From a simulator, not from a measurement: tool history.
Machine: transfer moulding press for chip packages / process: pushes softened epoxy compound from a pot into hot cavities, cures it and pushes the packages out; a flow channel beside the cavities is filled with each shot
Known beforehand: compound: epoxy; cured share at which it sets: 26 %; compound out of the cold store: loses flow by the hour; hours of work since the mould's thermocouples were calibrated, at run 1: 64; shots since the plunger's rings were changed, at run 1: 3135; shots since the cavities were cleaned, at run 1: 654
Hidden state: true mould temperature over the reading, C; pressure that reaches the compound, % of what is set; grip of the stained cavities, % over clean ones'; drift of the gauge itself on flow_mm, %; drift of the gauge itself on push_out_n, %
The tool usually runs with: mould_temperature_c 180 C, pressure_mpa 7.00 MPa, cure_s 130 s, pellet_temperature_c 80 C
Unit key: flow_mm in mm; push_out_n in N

run,day,mould_temperature_c,pressure_mpa,cure_s,pellet_temperature_c,hours of work since the mould's thermocouples were calibrated,shots since the plunger's rings were changed,shots since the cavities were cleaned,incoming compound's hours out of the cold store,flow_mm,push_out_n
1,0.000,180,7.00,130,80,64,3135,654,32.9,813,250
2,0.288,180,7.00,130,80,68,3196,715,37.3,792,267
3,0.500,180,7.00,130,80,71,3241,760,18.6,895,267
4,0.729,180,7.00,130,74,75,3290,809,46.5,756,266
5,0.942,180,7.00,130,74,78,3334,853,8.0,953,267
6,1.196,180,7.00,130,81,82,3388,907,15.3,916,269
# day 1.375: cavities cleaned with cleaning compound and waxed
7,1.704,180,7.00,130,81,89,3483,69,19.5,890,278
8,2.188,180,7.00,117,80,96,3586,172,32.9,820,297
9,2.421,180,7.00,130,87,100,3635,221,24.1,870,268
10,2.779,180,7.00,130,87,105,3711,297,46.8,759,245
11,3.079,180,7.00,130,87,110,3775,361,22.1,871,268
12,3.550,180,7.00,130,87,117,3874,460,16.0,912,273
13,3.854,180,7.00,130,87,122,3939,525,47.1,746,252
14,4.188,180,7.00,130,80,127,4010,596,33.7,805,263
15,4.692,184,5.96,130,80,135,4117,703,36.1,730,236
16,4.962,184,5.96,142,71,139,4174,760,32.2,749,219
17,5.262,180,7.04,155,80,144,4238,824,32.7,814,239
18,5.742,180,7.04,155,87,151,4340,926,8.9,955,226
# day 5.838: cavities cleaned with cleaning compound and waxed
19,6.238,180,7.04,155,87,158,4432,85,22.1,874,224
20,6.729,182,8.70,137,83,165,4536,189,47.7,826,227
21,7.058,178,8.40,158,80,170,4606,259,23.7,953,243
22,7.371,178,8.40,158,80,175,4673,326,20.9,974,241
23,7.638,178,8.40,158,80,179,4729,382,43.0,860,219
24,7.988,178,8.40,158,80,185,4804,457,19.9,977,245

What will run 25 give?
25,8.392,172,7.00,130,80,191,4889,542,30.4,?,?

flow_mm: 873 mm
push_out_n: 466 N
With the hidden condition absent and the run-to-run variation left alone, this run would have shown flow_mm 874 mm, push_out_n 462 N.

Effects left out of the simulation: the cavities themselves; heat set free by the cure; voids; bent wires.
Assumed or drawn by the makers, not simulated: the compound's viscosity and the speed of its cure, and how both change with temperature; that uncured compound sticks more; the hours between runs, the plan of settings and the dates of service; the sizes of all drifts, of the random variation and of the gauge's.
